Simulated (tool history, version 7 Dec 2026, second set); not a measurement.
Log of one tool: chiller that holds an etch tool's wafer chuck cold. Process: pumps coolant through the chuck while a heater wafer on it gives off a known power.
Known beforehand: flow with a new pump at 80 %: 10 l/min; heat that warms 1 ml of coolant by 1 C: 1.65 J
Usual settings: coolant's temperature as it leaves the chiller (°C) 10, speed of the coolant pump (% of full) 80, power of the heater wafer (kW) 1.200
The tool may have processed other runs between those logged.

run   hour  coolant's temperature as it leaves the chiller (°C)  speed of the coolant pump (% of full)  power of the heater wafer (kW)  chuck's temperature once it has settled (°C)  how much warmer the coolant comes back (C)
  1    0.0                                                   10                                     80                           1.200                                          19.1                                        4.36
  2   69.0                                                   10                                     80                           1.459                                          21.1                                        5.26
  3  134.1                                                   10                                     86                           1.459                                          20.4                                        4.84
  4  190.0                                                   10                                     82                           1.459                                          21.0                                        5.11
  5  267.0                                                   10                                     82                           1.459                                          21.0                                        5.10
  6  351.4                                                   10                                     82                           1.459                                          21.0                                        5.16
  7  423.3                                                   10                                     82                           1.459                                          20.9                                        5.11
  8  492.6                                                   10                                     66                           1.459                                          23.1                                        6.43
  9  584.0                                                   10                                     66                           1.459                                          23.0                                        6.45
 10  648.5                                                   10                                     66                           1.459                                          23.2                                        6.39
 11  746.7                                                   10                                     66                           1.459                                          23.1                                        6.39
 12  786.4                                                   10                                     80                           0.719                                          15.5                                        2.48

Run 13 is up next; what results do you expect?
 13  851.4                                                   10                                     80                           0.719                                             ?                                           ?

{"run 13": {"chuck's temperature once it has settled (°C)": 15.4, "how much warmer the coolant comes back (C)": 2.42}}
The same run, on a tool lacking any hidden state, would have yielded chuck's temperature once it has settled (°C) 15.4, how much warmer the coolant comes back (C) 2.58.
